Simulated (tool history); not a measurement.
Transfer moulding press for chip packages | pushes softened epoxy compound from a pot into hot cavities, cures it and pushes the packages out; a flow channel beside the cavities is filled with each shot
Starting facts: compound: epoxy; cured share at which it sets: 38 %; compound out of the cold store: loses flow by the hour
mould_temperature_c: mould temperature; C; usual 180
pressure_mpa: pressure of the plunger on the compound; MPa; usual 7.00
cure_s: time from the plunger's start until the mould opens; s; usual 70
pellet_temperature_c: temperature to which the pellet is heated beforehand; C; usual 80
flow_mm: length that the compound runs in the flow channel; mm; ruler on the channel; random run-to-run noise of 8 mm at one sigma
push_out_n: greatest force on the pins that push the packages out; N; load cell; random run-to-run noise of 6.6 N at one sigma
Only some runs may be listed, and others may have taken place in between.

| run | day | mould_temperature_c | pressure_mpa | cure_s | pellet_temperature_c | incoming compound's hours out of the cold store | flow_mm | push_out_n |
|---|---|---|---|---|---|---|---|---|
| 1 | 0.000 | 180 | 7.00 | 70 | 80 | 25.3 | 818 | 262 |
| 2 | 0.958 | 180 | 7.00 | 106 | 80 | 36.9 | 782 | 330 |
| 3 | 1.808 | 180 | 5.55 | 70 | 80 | 17.7 | 764 | 460 |
| 4 | 2.767 | 180 | 7.00 | 70 | 80 | 24.6 | 830 | 489 |
|  | 3.100 | cavities cleaned with cleaning compound and waxed |
| 5 | 3.629 | 182 | 7.00 | 70 | 80 | 30.2 | 778 | 308 |
| 6 | 4.250 | 180 | 7.00 | 60 | 80 | 41.1 | 737 | 529 |
|  | 4.850 | plunger's sealing rings changed |
| 7 | 5.508 | 180 | 7.00 | 70 | 80 | 20.2 | 956 | 452 |
|  | 6.296 | cavities cleaned with cleaning compound and waxed |
| 8 | 6.958 | 180 | 7.00 | 70 | 76 | 25.0 | 929 | 369 |
| 9 | 7.712 | 186 | 7.00 | 70 | 80 | 34.3 | 852 | 353 |
| 10 | 8.750 | 187 | 6.55 | 70 | 79 | 23.8 | 870 | 381 |
|  | 9.362 | cavities cleaned with cleaning compound and waxed |
| 11 | 10.104 | 187 | 6.55 | 70 | 79 | 10.3 | 919 | 323 |
| 12 | 11.129 | 187 | 5.43 | 70 | 79 | 40.2 | 715 | 370 |
| 13 | 11.792 | 182 | 8.24 | 58 | 81 | 14.7 | 1037 | 650 |
|  | 12.379 | cavities cleaned with cleaning compound and waxed |
| 14 | 13.217 | 177 | 7.60 | 70 | 89 | 10.8 | 1017 | 458 |
| 15 | 14.325 | 177 | 7.83 | 69 | 86 | 42.6 | 856 | 508 |
| 16 | 15.075 | 177 | 7.83 | 69 | 86 | 46.2 | 831 | 528 |
|  | 15.417 | cavities cleaned with cleaning compound and waxed |
| 17 | 16.004 | 176 | 7.83 | 104 | 86 | 16.0 | 990 | 311 |

Below are 5 alternative next runs, each starting from the tool's condition after run 17. Predict each:
| A | 17.333 | 176 | 6.97 | 104 | 86 | 37.3 | ? | ? |
| B | 17.333 | 174 | 7.83 | 54 | 89 | 44.4 | ? | ? |
| C | 17.333 | 173 | 6.65 | 70 | 88 | 16.5 | ? | ? |
| D | 17.333 | 176 | 7.31 | 87 | 86 | 16.8 | ? | ? |
| E | 17.333 | 176 | 7.83 | 104 | 90 | 24.5 | ? | ? |

| run | flow_mm | push_out_n |
|---|---|---|
| A | 839 | 387 |
| B | 846 | 1058 |
| C | 920 | 675 |
| D | 954 | 428 |
| E | 937 | 394 |
Had the tool no hidden state, the same runs would have come out as:
| run | flow_mm | push_out_n |
|---|---|---|
| A | 905 | 219 |
| B | 912 | 624 |
| C | 993 | 406 |
| D | 1029 | 244 |
| E | 1011 | 218 |
